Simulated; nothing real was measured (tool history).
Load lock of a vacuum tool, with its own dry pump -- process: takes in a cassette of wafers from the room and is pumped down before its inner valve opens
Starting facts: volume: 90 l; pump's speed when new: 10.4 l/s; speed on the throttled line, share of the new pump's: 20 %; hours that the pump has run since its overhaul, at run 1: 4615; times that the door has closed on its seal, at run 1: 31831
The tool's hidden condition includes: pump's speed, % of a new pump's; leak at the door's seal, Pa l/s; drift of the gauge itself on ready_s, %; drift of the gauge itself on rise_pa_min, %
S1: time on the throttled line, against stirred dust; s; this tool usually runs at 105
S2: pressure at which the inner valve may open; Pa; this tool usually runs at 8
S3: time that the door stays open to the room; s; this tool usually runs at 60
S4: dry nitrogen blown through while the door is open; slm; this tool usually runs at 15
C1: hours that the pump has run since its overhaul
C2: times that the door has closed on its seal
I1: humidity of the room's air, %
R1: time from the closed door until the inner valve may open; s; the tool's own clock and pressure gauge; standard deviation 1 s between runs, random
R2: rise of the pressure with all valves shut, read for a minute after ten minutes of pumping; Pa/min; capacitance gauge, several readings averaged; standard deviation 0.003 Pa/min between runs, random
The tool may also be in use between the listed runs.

run,hour,S1,S2,S3,S4,C1,C2,I1,R1,R2
1,0,105,8,60,15,4615,31831,44.6,168,0.165
2,103.6,80,8,60,15,4718,32199,44.9,151.1,0.165
3,161.4,80,8,60,15,4776,32404,43.6,150.7,0.166
4,272.5,118,8,60,15,4887,32799,45.1,181.3,0.173
5,332,118,8,60,41,4947,33010,46.4,179.1,0.165
6,446.9,105,8,60,15,5062,33418,43.9,168.8,0.181
7,554,105,8,60,15,5169,33799,46.6,167.8,0.179
8,602.9,158,8,60,15,5218,33972,45.8,210.1,0.183
9,695.5,158,8,60,15,5310,34301,43.9,211.6,0.18
10,769.9,158,8,60,15,5385,34565,43.1,212,0.193
11,881.1,158,8,60,15,5496,34961,45.6,211.2,0.192
12,947.2,158,8,60,15,5562,35195,43.2,211.5,0.195
13,1019.1,158,8,60,15,5634,35451,43.4,209.2,0.188
14,1106.9,158,8,60,15,5722,35763,43.4,211.2,0.199
15,1209.4,158,8,60,15,5824,36127,44.8,210.2,0.2
16,1302.1,105,8,60,15,5917,36456,45.5,170.3,0.2
17,1419.8,105,8,60,15,6035,36874,42.8,171.6,0.2
18,1506,105,8,60,15,6121,37180,43.4,168.8,0.208
19,1566.7,105,8,60,15,6181,37396,41.5,170.4,0.209

Predict the results of run 20:
20,1639.3,173,10,60,15,6254,37654,45.2,?,?

R1: 220.7 s
R2: 0.204 Pa/min
Take away the tool's hidden state, keep the run-to-run variation as it was, and the same run would have given R1 217.9 s, R2 0.017 Pa/min.
